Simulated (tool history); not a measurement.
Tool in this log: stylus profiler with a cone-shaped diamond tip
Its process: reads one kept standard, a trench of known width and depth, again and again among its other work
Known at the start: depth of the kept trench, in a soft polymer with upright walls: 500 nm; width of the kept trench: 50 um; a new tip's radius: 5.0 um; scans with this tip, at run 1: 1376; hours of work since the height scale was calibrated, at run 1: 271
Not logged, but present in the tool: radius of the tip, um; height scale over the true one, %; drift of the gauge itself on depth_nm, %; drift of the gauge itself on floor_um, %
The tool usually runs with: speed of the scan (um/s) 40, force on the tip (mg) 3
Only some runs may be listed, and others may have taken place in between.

run,hour,speed of the scan (um/s),force on the tip (mg),scans with this tip,hours of work since the height scale was calibrated,depth of the trench (nm),width of the trench's floor (nm)
1,0,40,3,1376,271,506.65,45510
2,16.9,40,3,1413,278,506.74,45500
3,33.4,40,3,1450,286,506.79,45550
4,54.3,40,3,1496,295,507.01,45490
5,64.7,40,3,1519,299,506.62,45520
6,81.5,40,3,1556,307,506.65,45540
7,101.6,40,3,1601,315,506.35,45500
8,123.8,40,3,1650,325,506.48,45520
9,144.1,40,3,1695,334,506.54,45540
10,156.9,107,8.87,1723,340,513.67,45390

What does the tool deliver on the next run?
11,175.5,107,8.87,1765,348,?,?

Run 11 came out at depth of the trench (nm) 513.84, width of the trench's floor (nm) 45420.
With the hidden condition absent and the run-to-run variation left alone, this run would have shown depth of the trench (nm) 513.83, width of the trench's floor (nm) 45420.
